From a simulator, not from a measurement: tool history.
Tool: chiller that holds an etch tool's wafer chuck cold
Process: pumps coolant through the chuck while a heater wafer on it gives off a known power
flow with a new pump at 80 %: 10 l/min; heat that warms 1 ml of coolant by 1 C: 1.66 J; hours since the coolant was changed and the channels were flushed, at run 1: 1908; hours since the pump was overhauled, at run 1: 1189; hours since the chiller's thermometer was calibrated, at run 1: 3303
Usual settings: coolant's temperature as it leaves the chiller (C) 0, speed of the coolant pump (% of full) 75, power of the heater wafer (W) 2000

run	hour	coolant's temperature as it leaves the chiller (C)	speed of the coolant pump (% of full)	power of the heater wafer (W)	hours since the coolant was changed and the channels were flushed	hours since the pump was overhauled	hours since the chiller's thermometer was calibrated	chuck's temperature once it has settled (C)	how much warmer the coolant comes back (C)
1	0.0	0	75	2000	1908	1189	3303	19.4	7.99
2	29.5	0	75	2000	1937	1219	3332	19.5	7.86
3	58.9	0	75	2000	1966	1248	3362	19.3	7.97
4	95.2	0	75	2000	2003	1285	3398	19.3	7.91
# hour 104.8: chiller's thermometer calibrated
5	124.1	2	75	2000	2031	1312	19	20.9	7.96
6	148.9	2	75	2000	2055	1337	44	21.0	7.96
7	194.5	2	75	2000	2101	1383	90	20.9	7.98
8	229.5	0	75	2000	2136	1418	125	18.9	7.92
9	290.7	0	75	2249	2197	1479	186	21.4	9.01
10	325.6	3	75	2000	2232	1514	221	22.1	8.03
11	365.8	0	75	2000	2272	1554	261	19.0	7.99
12	420.1	-8	75	2000	2327	1609	315	11.2	7.92
13	455.7	-8	75	2000	2362	1644	351	11.0	7.91
14	489.6	0	75	2000	2396	1678	385	19.0	8.10
15	537.6	0	88	2000	2444	1726	433	16.4	6.71
16	572.2	0	88	2000	2479	1761	467	16.5	6.67
17	601.9	-5	74	2000	2508	1790	497	14.6	8.17
18	629.0	9	72	1361	2536	1817	524	22.6	5.71
19	658.8	5	72	2552	2565	1847	554	30.6	10.75
20	716.3	0	92	2070	2623	1905	612	16.4	6.60
21	748.8	-1	89	2090	2655	1937	644	16.1	6.95
22	795.7	-1	89	2090	2702	1984	691	16.0	6.93
23	821.8	-1	89	2090	2728	2010	717	16.0	6.92
24	856.3	-1	86	1979	2763	2045	751	16.0	6.84
25	912.9	8	75	2939	2819	2101	808	36.7	11.85
26	960.0	-4	75	1073	2867	2148	855	6.5	4.36
27	997.2	-3	71	2672	2904	2186	892	24.6	11.44
28	1031.5	-8	86	1277	2938	2220	927	2.9	4.41
29	1076.1	-1	69	1277	2983	2265	971	12.6	5.70
30	1111.6	-5	63	1047	3018	2300	1007	7.3	5.15
31	1150.0	-5	63	1047	3056	2338	1045	7.4	5.15

Hidden state at the last listed run before each entry between runs and at the first one after, where it differs:
Between runs 4 and 5: chiller's thermometer calibrated (hour 104.8)
  heat passed by the chuck's channels, % of clean ones': 94.3 -> 94.2; coolant's true temperature over the reading, C: 0.55 -> -0.07
  measured less the result without the state, chuck's temperature once it has settled (C): +1.7 -> +1.1; how much warmer the coolant comes back (C): +0.17 -> +0.18

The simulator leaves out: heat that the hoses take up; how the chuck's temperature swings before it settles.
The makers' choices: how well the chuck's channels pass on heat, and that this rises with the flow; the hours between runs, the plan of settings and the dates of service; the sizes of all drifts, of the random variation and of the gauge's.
